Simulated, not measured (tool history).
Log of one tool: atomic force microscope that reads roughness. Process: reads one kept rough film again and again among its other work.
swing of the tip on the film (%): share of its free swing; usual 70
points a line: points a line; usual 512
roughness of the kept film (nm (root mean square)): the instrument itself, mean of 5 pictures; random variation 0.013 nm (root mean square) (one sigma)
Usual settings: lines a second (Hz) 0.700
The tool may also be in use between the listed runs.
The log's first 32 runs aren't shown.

run    hour  lines a second (Hz)  swing of the tip on the film (%)  points a line  roughness of the kept film (nm (root mean square))
 33   631.2                1.356                                82            261                                               2.130
 34   654.7                1.356                                56            261                                               2.196
      674.4  -- new tip fitted
 35   680.3                0.562                                77            756                                               2.891
 36   707.6                0.508                                57            986                                               2.738
 37   732.5                0.509                                77            512                                               2.533
 38   745.8                2.742                                58            751                                               2.372
 39   768.0                1.469                                77            890                                               2.189
 40   780.6                0.966                                70            361                                               2.204
 41   805.0                0.700                                76            557                                               2.127
      815.4  -- new tip fitted
 42   826.3                0.700                                70            266                                               2.810
 43   852.7                2.842                                70            602                                               2.475
 44   866.8                3.056                                56            591                                               2.594
 45   879.0                1.303                                66            512                                               2.525
 46   904.1                0.700                                56            360                                               2.451
 47   920.2                0.989                                87            493                                               2.158
 48   946.7                1.692                                60            385                                               2.181
      956.5  -- new tip fitted
 49   964.4                0.700                                69            512                                               2.904
 50   983.3                0.700                                60           1004                                               2.828
 51  1004.7                0.896                                77            330                                               2.536
 52  1022.5                0.896                                77            330                                               2.421
 53  1044.5                0.896                                77            330                                               2.317
 54  1071.3                1.197                                70            344                                               2.198

3 ways to go on from here, each from the tool as it stands after run 54. What would each give?
  A  1092.7                3.174                                66            413                                                   ?
  B  1092.7                1.424                                70            390                                                   ?
  C  1092.7                0.700                                71            512                                                   ?

run  roughness of the kept film (nm (root mean square))
  A                                               1.993
  B                                               2.111
  C                                               2.176
Without the tool's hidden state the same runs would have given:
run  roughness of the kept film (nm (root mean square))
  A                                               2.713
  B                                               2.870
  C                                               2.962
